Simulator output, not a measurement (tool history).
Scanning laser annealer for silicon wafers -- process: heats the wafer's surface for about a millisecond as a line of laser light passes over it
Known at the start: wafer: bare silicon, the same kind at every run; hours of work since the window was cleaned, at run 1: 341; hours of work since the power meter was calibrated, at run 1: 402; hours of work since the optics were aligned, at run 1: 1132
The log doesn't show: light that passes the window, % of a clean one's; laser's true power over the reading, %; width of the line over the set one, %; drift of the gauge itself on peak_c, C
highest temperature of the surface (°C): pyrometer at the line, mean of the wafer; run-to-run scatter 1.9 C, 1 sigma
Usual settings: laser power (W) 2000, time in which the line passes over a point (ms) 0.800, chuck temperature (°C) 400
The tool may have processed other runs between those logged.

run	hour	laser power (W)	time in which the line passes over a point (ms)	chuck temperature (°C)	hours of work since the window was cleaned	hours of work since the power meter was calibrated	hours of work since the optics were aligned	highest temperature of the surface (°C)
1	0.0	2000	0.800	400	341	402	1132	1199
2	9.2	2000	0.800	400	347	408	1138	1201
3	19.8	2000	0.800	400	355	416	1146	1198
4	36.0	2000	0.800	364	366	427	1157	1166
5	52.4	1949	0.800	400	377	439	1169	1179
6	62.4	1949	0.969	400	384	446	1176	1245
7	70.3	1949	0.969	410	390	451	1181	1254
8	81.2	2000	0.906	398	398	459	1189	1233
9	93.2	2000	0.765	416	406	467	1197	1193
10	107.4	2000	0.765	416	416	477	1207	1196
11	119.0	2000	0.765	416	424	485	1215	1194

What if the next run were any one of these 4? Each begins from the tool's condition after run 11:
A	127.7	2010	0.975	400	430	491	1222	?
B	127.7	1787	0.774	388	430	491	1222	?
C	127.7	1854	0.800	417	430	491	1222	?
D	127.7	2000	0.935	400	430	491	1222	?

run	highest temperature of the surface (°C)
A	1268
B	1091
C	1153
D	1244
Had the tool no hidden state, the same runs would have come out as:
run	highest temperature of the surface (°C)
A	1316
B	1130
C	1194
D	1291

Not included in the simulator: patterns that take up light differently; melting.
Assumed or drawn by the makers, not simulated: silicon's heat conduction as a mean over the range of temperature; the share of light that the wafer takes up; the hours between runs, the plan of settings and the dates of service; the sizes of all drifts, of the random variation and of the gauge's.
